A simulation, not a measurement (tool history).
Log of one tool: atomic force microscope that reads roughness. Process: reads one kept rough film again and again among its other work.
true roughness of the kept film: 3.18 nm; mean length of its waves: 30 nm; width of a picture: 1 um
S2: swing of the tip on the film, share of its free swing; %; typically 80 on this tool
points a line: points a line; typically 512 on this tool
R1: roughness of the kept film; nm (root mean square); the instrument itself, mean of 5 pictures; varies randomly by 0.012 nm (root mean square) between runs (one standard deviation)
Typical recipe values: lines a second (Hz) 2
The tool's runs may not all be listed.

run 1 day=0 | lines_a_second_(Hz)=2 S2=80 points_a_line=512 | R1=2.298
run 2 day=1.671 | lines_a_second_(Hz)=2 S2=76 points_a_line=512 | R1=2.211
run 3 day=5.029 | lines_a_second_(Hz)=2 S2=72 points_a_line=512 | R1=2.498
run 4 day=8.258 | lines_a_second_(Hz)=2 S2=72 points_a_line=512 | R1=2.252
run 5 day=11.071 | lines_a_second_(Hz)=2 S2=72 points_a_line=512 | R1=2.587
run 6 day=14.071 | lines_a_second_(Hz)=2 S2=72 points_a_line=512 | R1=2.34
run 7 day=17.058 | lines_a_second_(Hz)=2 S2=72 points_a_line=512 | R1=2.727
run 8 day=20.092 | lines_a_second_(Hz)=2 S2=72 points_a_line=512 | R1=2.452
run 9 day=22.858 | lines_a_second_(Hz)=2 S2=72 points_a_line=512 | R1=2.248
run 10 day=25.871 | lines_a_second_(Hz)=2 S2=72 points_a_line=512 | R1=2.543
run 11 day=28.267 | lines_a_second_(Hz)=2 S2=72 points_a_line=582 | R1=2.379
run 12 day=30.783 | lines_a_second_(Hz)=2 S2=72 points_a_line=582 | R1=2.24
run 13 day=32.567 | lines_a_second_(Hz)=2 S2=72 points_a_line=582 | R1=2.663
run 14 day=35.754 | lines_a_second_(Hz)=2 S2=72 points_a_line=582 | R1=2.373
run 15 day=38.283 | lines_a_second_(Hz)=2 S2=72 points_a_line=582 | R1=2.777
run 16 day=39.671 | lines_a_second_(Hz)=2 S2=68 points_a_line=530 | R1=2.673
run 17 day=42.083 | lines_a_second_(Hz)=2 S2=58 points_a_line=680 | R1=2.5
run 18 day=43.717 | lines_a_second_(Hz)=2.08 S2=69 points_a_line=512 | R1=2.331
run 19 day=46.288 | lines_a_second_(Hz)=2.23 S2=55 points_a_line=387 | R1=2.757
run 20 day=48.412 | lines_a_second_(Hz)=3.29 S2=87 points_a_line=271 | R1=2.273

Removed from this log: 7 entries logged between the listed runs. Between which two listed runs does each belong, and how does the tool's hidden state at the listed run before it compare with that at the listed run after it?
Run 2 -> run 3: new tip fitted (day 2.012)
  radius of the tip, nm: 26.2 -> 15.8; height scale over the true one, %: 0.28 -> 0.32
  measured value less the no-hidden-state value, R1: -0.534 -> -0.27 nm (root mean square)
Run 4 -> run 5: new tip fitted (day 9.183)
  radius of the tip, nm: 25.4 -> 13.3; height scale over the true one, %: 0.37 -> 0.41
  measured value less the no-hidden-state value, R1: -0.517 -> -0.194 nm (root mean square)
Run 6 -> run 7: new tip fitted (day 16.579)
  radius of the tip, nm: 22 -> 8.9; height scale over the true one, %: 0.45 -> 0.49
  measured value less the no-hidden-state value, R1: -0.434 -> -0.053 nm (root mean square)
Run 9 -> run 10: new tip fitted (day 23.8)
  radius of the tip, nm: 25.5 -> 13.6; height scale over the true one, %: 0.58 -> 0.61
  measured value less the no-hidden-state value, R1: -0.513 -> -0.196 nm (root mean square)
Run 12 -> run 13: new tip fitted (day 31.042)
  radius of the tip, nm: 26.7 -> 10.9; height scale over the true one, %: 0.68 -> 0.71
  measured value less the no-hidden-state value, R1: -0.539 -> -0.112 nm (root mean square)
Run 14 -> run 15: new tip fitted (day 38.283)
  radius of the tip, nm: 20.1 -> 7.3; height scale over the true one, %: 0.75 -> 0.79
  measured value less the no-hidden-state value, R1: -0.375 -> +0.01 nm (root mean square)
Run 18 -> run 19: new tip fitted (day 45.575)
  radius of the tip, nm: 22.8 -> 9.5; height scale over the true one, %: 0.87 -> 0.9
  measured value less the no-hidden-state value, R1: -0.446 -> -0.063 nm (root mean square)

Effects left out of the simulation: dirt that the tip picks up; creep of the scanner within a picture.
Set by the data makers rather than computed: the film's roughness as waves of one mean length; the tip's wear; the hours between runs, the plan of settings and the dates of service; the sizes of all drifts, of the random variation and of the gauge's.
